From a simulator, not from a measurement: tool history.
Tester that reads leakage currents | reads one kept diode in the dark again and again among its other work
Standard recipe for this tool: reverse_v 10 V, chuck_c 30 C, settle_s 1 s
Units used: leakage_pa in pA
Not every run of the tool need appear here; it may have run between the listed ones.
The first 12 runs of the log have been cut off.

run    hour  reverse_v  chuck_c  settle_s  hours of work since the probe card was cleaned  hours of work since the tester was calibrated  hours of work since the chuck was calibrated  leakage_pa
 13  1377.1         10       29         1                                             859                                           3605                                           325      298.94
     1396.6  -- tester calibrated
 14  1498.3         10       29         1                                             935                                             65                                           401      304.48
 15  1633.6        3.2       30         1                                            1021                                            150                                           487      225.09
 16  1720.8        3.2       30         1                                            1076                                            206                                           542      221.96
 17    1794         10       59         1                                            1122                                            252                                           588     2198.09
     1811.7  -- chuck's temperature calibrated
 18  1909.2         10       59         1                                            1194                                            324                                            62     2433.49
 19  2017.3         10       30         1                                            1263                                            393                                           130      353.53
 20  2112.4         10       25      3.88                                            1323                                            453                                           191      241.69
 21  2211.7         10       30      0.36                                            1386                                            516                                           254      346.75
 22  2286.2         10       30      0.36                                            1434                                            563                                           301      343.76
 23  2399.1         10       30      0.36                                            1505                                            635                                           373       339.5
 24  2487.3         10       30      0.36                                            1561                                            691                                           429      334.53
 25  2603.4         10       30      0.36                                            1635                                            764                                           502      331.49
     2744.8  -- chuck's temperature calibrated
 26  2769.5         10       47      1.55                                            1739                                            869                                            16        1147
 27  2893.5       19.7       37      0.54                                            1818                                            947                                            94      723.36
 28  3004.3       19.7       37      0.54                                            1888                                           1018                                           165       717.1
 29  3123.9        2.4       59         1                                            1964                                           1093                                           241     1524.25
 30  3300.9        2.2       59      1.19                                            2076                                           1206                                           353     1439.35
 31  3389.5        2.2       22      7.34                                            2132                                           1262                                           409      112.77
 32  3531.6        2.2       22      7.34                                            2222                                           1352                                           499      110.61
     3678.7  -- chuck's temperature calibrated
 33  3678.7        6.2       22      0.51                                            2315                                           1444                                             0      172.97
 34  3811.8       16.6       22      2.48                                            2399                                           1529                                            84      243.05
 35  3910.5       16.6       22      2.48                                            2462                                           1591                                           147      238.24
 36  4004.4       16.6       22      2.48                                            2521                                           1651                                           207      237.21
 37  4149.3       16.6       22      2.48                                            2613                                           1743                                           299      234.39

Here are 3 independent what-if runs from the current tool condition. What would each one return?
  A  4274.7       14.1       22      1.03                                            2693                                           1822                                           378           ?
  B  4274.7       16.6       49      0.47                                            2693                                           1822                                           378           ?
  C  4274.7        2.3       22      2.48                                            2693                                           1822                                           378           ?

run  leakage_pa
  A      218.51
  B     1428.28
  C      115.28
Had the tool no hidden state, the same runs would have come out as:
run  leakage_pa
  A      216.51
  B     1530.62
  C      123.59
